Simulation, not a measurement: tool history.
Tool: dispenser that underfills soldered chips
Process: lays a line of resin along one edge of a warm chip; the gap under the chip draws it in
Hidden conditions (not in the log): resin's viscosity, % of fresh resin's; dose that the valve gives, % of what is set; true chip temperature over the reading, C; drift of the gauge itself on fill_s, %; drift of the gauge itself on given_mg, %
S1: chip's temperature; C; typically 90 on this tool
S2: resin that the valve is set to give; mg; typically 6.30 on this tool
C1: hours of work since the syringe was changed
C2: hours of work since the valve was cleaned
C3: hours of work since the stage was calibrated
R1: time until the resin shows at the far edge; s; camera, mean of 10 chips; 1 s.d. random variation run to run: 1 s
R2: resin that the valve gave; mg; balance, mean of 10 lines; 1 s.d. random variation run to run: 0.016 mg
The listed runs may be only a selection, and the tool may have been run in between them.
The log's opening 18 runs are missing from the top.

run	hour	S1	S2	C1	C2	C3	R1	R2
# hour 144.8: new syringe of resin
19	148.1	103	6.57	2	104	132	65.2	6.25
# hour 156.6: new syringe of resin
20	156.6	77	5.58	0	110	137	187.2	5.27
21	167.3	77	5.58	7	117	144	319.0	5.31
# hour 168.1: new syringe of resin
22	176.8	90	5.52	6	123	150	157.1	5.22
# hour 179.7: new syringe of resin
23	186.4	90	5.52	4	129	156	143.6	5.18
# hour 190.8: new syringe of resin
24	191.3	90	5.52	0	132	159	102.9	5.20
# hour 196.7: dispensing valve cleaned and set on the balance
25	198.8	90	5.52	5	1	163	139.2	5.53
# hour 203.6: new syringe of resin
26	206.5	87	5.69	2	6	168	134.1	5.65
27	213.7	82	5.68	7	11	173	243.7	5.64
# hour 215.1: new syringe of resin
28	222.6	91	7.41	5	16	178	133.9	7.36
# hour 227.0: new syringe of resin
29	229.6	91	7.41	2	21	183	106.6	7.35
30	236.3	91	7.41	6	25	187	147.5	7.32
# hour 238.4: new syringe of resin
31	244.5	91	7.41	4	30	192	124.4	7.32

Alternative continuations, all from the tool just after run 31; predict every row:
# hour 250.0: new syringe of resin
A	251.7	91	6.90	1	35	197	?	?
# hour 250.0: new syringe of resin
B	251.7	93	5.98	1	35	197	?	?
# hour 250.0: new syringe of resin
C	251.7	84	7.71	1	35	197	?	?
# hour 250.0: new syringe of resin
D	251.7	76	7.54	1	35	197	?	?
# hour 250.0: new syringe of resin
E	251.7	81	6.21	1	35	197	?	?

run	R1	R2
A	101.1	6.79
B	92.7	5.89
C	141.4	7.57
D	205.7	7.40
E	166.4	6.08
Stripped of hidden state, with their random variation kept, the same runs would have yielded:
run	R1	R2
A	94.0	6.90
B	86.1	5.99
C	131.7	7.70
D	191.7	7.52
E	154.8	6.19
